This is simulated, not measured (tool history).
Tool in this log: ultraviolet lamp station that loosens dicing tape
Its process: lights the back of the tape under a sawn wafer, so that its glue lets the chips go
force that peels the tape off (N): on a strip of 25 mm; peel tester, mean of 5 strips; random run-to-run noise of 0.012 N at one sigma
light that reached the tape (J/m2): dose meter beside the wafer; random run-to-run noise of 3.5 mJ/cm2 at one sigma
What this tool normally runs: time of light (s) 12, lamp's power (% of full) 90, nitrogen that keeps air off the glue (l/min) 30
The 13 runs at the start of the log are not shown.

run	day	time of light (s)	lamp's power (% of full)	nitrogen that keeps air off the glue (l/min)	force that peels the tape off (N)	light that reached the tape (J/m2)
14	33.004	12	95	38	0.535	5680
# day 36.325: window cleaned of glue's vapour
15	36.783	12	90	30	0.620	5450
16	38.954	12	90	30	0.620	5380
17	41.967	12	90	30	0.640	5330
18	43.938	12	90	30	0.644	5250
19	46.954	12	90	54	0.561	5180
20	50.846	12	67	30	1.207	3770
21	54.167	12	67	30	1.231	3720
# day 55.467: window cleaned of glue's vapour
22	57.729	12	67	30	1.225	3780
23	59.638	12	67	30	1.239	3750
24	62.475	9	95	14	1.464	3940
25	64.221	17	90	25	0.434	7010
26	66.054	17	90	25	0.421	6870
27	69.775	17	97	25	0.367	7250
28	73.383	10	63	18	2.129	2710
# day 74.542: window cleaned of glue's vapour
29	77.017	10	63	18	2.067	2820
30	81.012	12	74	39	1.077	3880
31	82.908	12	90	55	0.715	4640
32	86.825	12	99	19	0.869	5030
33	89.983	12	99	19	0.893	4900
34	92.417	6	61	30	3.586	1470

What does the tool deliver on the next run?
# day 93.650: window cleaned of glue's vapour
35	95.342	12	86	24	?	?

Run 35 produced force that peels the tape off (N) 1.024, light that reached the tape (J/m2) 4300.
With no hidden state in the tool, this same run would have given force that peels the tape off (N) 0.646, light that reached the tape (J/m2) 5520.

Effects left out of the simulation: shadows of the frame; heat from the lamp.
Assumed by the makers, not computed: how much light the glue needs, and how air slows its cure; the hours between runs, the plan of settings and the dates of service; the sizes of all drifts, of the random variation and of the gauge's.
